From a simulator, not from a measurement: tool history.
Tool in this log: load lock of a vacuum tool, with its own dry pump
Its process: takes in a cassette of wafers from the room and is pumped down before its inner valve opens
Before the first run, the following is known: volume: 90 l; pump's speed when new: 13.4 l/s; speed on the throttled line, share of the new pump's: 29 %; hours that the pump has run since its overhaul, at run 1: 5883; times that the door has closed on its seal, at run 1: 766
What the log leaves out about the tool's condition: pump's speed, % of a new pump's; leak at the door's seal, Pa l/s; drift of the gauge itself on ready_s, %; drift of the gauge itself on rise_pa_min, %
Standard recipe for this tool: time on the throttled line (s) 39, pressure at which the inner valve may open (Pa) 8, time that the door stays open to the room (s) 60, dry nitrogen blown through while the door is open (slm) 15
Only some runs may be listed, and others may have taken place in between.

run      day  time on the throttled line (s)  pressure at which the inner valve may open (Pa)  time that the door stays open to the room (s)  dry nitrogen blown through while the door is open (slm)  hours that the pump has run since its overhaul  times that the door has closed on its seal  incoming humidity of the room's air, %  time from the closed door until the inner valve may open (s)  rise of the pressure with all valves shut (Pa/min)
  1    0.000                              39                                                8                                             60                                                       15                                            5883                                         766                                    44.7                                                          94.6                                               0.023
  2    7.254                              39                                                8                                             60                                                       15                                            6057                                        1009                                    43.5                                                          97.4                                               0.020
  3   18.467                              39                                               16                                             60                                                       15                                            6326                                        1385                                    46.0                                                          91.3                                               0.022
  4   26.500                              39                                               16                                             60                                                       15                                            6519                                        1654                                    44.7                                                          91.9                                               0.028
  5   31.512                              39                                               16                                             60                                                       15                                            6639                                        1823                                    42.4                                                          90.8                                               0.024
  6   37.150                              39                                               16                                             60                                                       15                                            6774                                        2012                                    50.9                                                          91.9                                               0.033
  7   45.175                              39                                               16                                             60                                                       15                                            6967                                        2281                                    49.2                                                          90.8                                               0.029
  8   55.796                              39                                               14                                             60                                                       15                                            7222                                        2637                                    43.3                                                          91.4                                               0.030
  9   61.821                              39                                               14                                             60                                                       15                                            7366                                        2839                                    45.7                                                          92.7                                               0.036
 10   68.688                              39                                                8                                             60                                                       15                                            7531                                        3069                                    43.3                                                          96.2                                               0.029
 11   76.150                              39                                                8                                             60                                                       15                                            7710                                        3319                                    44.5                                                          96.1                                               0.033
 12   86.788                              39                                                8                                             60                                                       15                                            7966                                        3676                                    44.8                                                          96.6                                               0.035
 13   96.146                              39                                                8                                             60                                                       15                                            8190                                        3990                                    44.6                                                          96.3                                               0.041
 14  104.304                              39                                                8                                             60                                                       15                                            8386                                        4264                                    44.9                                                          97.1                                               0.037
 15  110.325                              39                                                8                                             60                                                        6                                            8531                                        4466                                    45.8                                                          98.0                                               0.042
 16  120.542                              39                                                8                                             60                                                        6                                            8776                                        4808                                    44.7                                                          97.8                                               0.051
 17  125.479                              39                                                8                                             60                                                        6                                            8894                                        4974                                    43.3                                                          96.8                                               0.051
 18  133.358                              39                                                8                                             60                                                        6                                            9083                                        5238                                    42.6                                                          98.2                                               0.042
 19  143.808                              39                                                8                                             60                                                        6                                            9334                                        5589                                    47.0                                                          98.2                                               0.048
 20  151.892                              27                                               16                                             47                                                        9                                            9528                                        5860                                    45.5                                                          84.1                                               0.048
 21  159.746                              39                                                9                                             60                                                        5                                            9717                                        6123                                    48.1                                                          96.3                                               0.053
 22  166.425                              39                                               13                                            193                                                       38                                            9877                                        6347                                    44.1                                                          94.1                                               0.061
 23  176.354                              21                                                6                                            193                                                       38                                           10115                                        6680                                    42.9                                                          89.4                                               0.057
     183.658  -- dry pump taken out, an overhauled one fitted
 24  187.875                              22                                               11                                             59                                                       38                                             101                                        7058                                    46.3                                                          77.3                                               0.047
 25  198.283                              39                                                7                                             60                                                       15                                             351                                        7407                                    42.8                                                          92.4                                               0.056
 26  209.808                              39                                                7                                             60                                                       15                                             628                                        7794                                    42.8                                                          92.8                                               0.055
 27  218.562                              39                                                7                                             60                                                        9                                             838                                        8087                                    43.9                                                          91.8                                               0.057
 28  226.858                              39                                                8                                             30                                                       16                                            1037                                        8366                                    43.2                                                          92.1                                               0.059
 29  237.954                              39                                                8                                             30                                                       16                                            1303                                        8738                                    46.2                                                          91.7                                               0.056
 30  245.304                              39                                                9                                             41                                                       15                                            1480                                        8984                                    42.8                                                          90.4                                               0.058
 31  254.029                              39                                                9                                             41                                                       15                                            1689                                        9277                                    45.4                                                          91.3                                               0.057
 32  263.900                              72                                                8                                             42                                                       17                                            1926                                        9608                                    45.5                                                         116.4                                               0.064
 33  275.983                              76                                                8                                            149                                                       17                                            2216                                       10013                                    46.6                                                         119.8                                               0.087
 34  282.888                              76                                                7                                             81                                                       17                                            2382                                       10245                                    44.3                                                         120.6                                               0.071
 35  289.758                              34                                                8                                             60                                                       10                                            2546                                       10475                                    45.0                                                          89.9                                               0.075
 36  296.908                              34                                                8                                             60                                                       10                                            2718                                       10715                                    49.5                                                          90.1                                               0.079

What differs in the tool's unlogged condition from the final listed run ahead of each entry between runs to the first listed run following it?
Runs 23 to 24: dry pump taken out, an overhauled one fitted (day 183.658)
  pump's speed, % of a new pump's: 88.7 -> 99.7; leak at the door's seal, Pa l/s: 0.0463 -> 0.0495
  what was measured, less what the result would be without the hidden state, time from the closed door until the inner valve may open (s): +7.7 -> +0.2; rise of the pressure with all valves shut (Pa/min): +0.029 -> +0.032
